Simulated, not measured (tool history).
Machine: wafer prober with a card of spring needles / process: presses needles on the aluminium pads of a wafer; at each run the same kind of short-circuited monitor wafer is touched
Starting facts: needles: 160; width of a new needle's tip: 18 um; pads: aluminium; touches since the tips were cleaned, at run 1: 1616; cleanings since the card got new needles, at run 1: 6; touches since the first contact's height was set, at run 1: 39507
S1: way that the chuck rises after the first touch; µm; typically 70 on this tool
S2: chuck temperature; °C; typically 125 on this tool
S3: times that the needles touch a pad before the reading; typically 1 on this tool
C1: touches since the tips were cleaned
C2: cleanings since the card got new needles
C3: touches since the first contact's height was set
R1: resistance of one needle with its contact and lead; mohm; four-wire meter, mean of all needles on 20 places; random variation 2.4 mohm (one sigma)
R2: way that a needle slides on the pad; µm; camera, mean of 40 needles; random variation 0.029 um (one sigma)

| run | day | S1 | S2 | S3 | C1 | C2 | C3 | R1 | R2 |
|---|---|---|---|---|---|---|---|---|---|
| 1 | 0.000 | 70 | 125 | 1 | 1616 | 6 | 39507 | 319 | 15.17 |
| 2 | 0.396 | 70 | 125 | 3 | 4924 | 6 | 42815 | 301 | 15.20 |
|  | 0.492 | tips cleaned on abrasive film |
| 3 | 0.750 | 70 | 125 | 3 | 2141 | 7 | 45729 | 289 | 15.12 |
| 4 | 1.133 | 70 | 52 | 1 | 5346 | 7 | 48934 | 334 | 15.12 |
|  | 1.162 | tips cleaned on abrasive film |
| 5 | 1.404 | 70 | 30 | 1 | 2029 | 8 | 51168 | 317 | 15.13 |
| 6 | 1.762 | 70 | 30 | 1 | 5033 | 8 | 54172 | 340 | 15.16 |
|  | 1.838 | tips cleaned on abrasive film |
| 7 | 2.008 | 70 | 30 | 1 | 1419 | 9 | 56188 | 297 | 15.12 |
| 8 | 2.321 | 70 | 30 | 1 | 4036 | 9 | 58805 | 336 | 15.07 |
|  | 2.529 | tips cleaned on abrasive film |
| 9 | 2.608 | 70 | 125 | 1 | 689 | 10 | 61175 | 300 | 15.13 |
| 10 | 3.008 | 70 | 125 | 1 | 4009 | 10 | 64495 | 342 | 15.07 |
|  | 3.212 | tips cleaned on abrasive film |
| 11 | 3.254 | 70 | 125 | 1 | 328 | 11 | 66512 | 288 | 15.08 |
| 12 | 3.475 | 75 | 125 | 1 | 2198 | 11 | 68382 | 322 | 16.20 |
| 13 | 3.654 | 75 | 125 | 1 | 3689 | 11 | 69873 | 336 | 16.18 |
|  | 3.704 | height of the first contact set anew |
|  | 3.904 | tips cleaned on abrasive film |
| 14 | 4.092 | 75 | 125 | 1 | 1595 | 12 | 3204 | 318 | 16.07 |
| 15 | 4.392 | 75 | 125 | 1 | 4074 | 12 | 5683 | 335 | 16.10 |
|  | 4.567 | tips cleaned on abrasive film |
| 16 | 4.662 | 75 | 125 | 1 | 794 | 13 | 7935 | 299 | 16.02 |

Expected results for the next run?
| 17 | 5.038 | 75 | 125 | 1 | 3930 | 13 | 11071 | ? | ? |

{"run 17": {"R1": 335, "R2": 16.01}}
Take away the tool's hidden state, keep the run-to-run variation as it was, and the same run would have given R1 264 mohm, R2 16.37 µm.
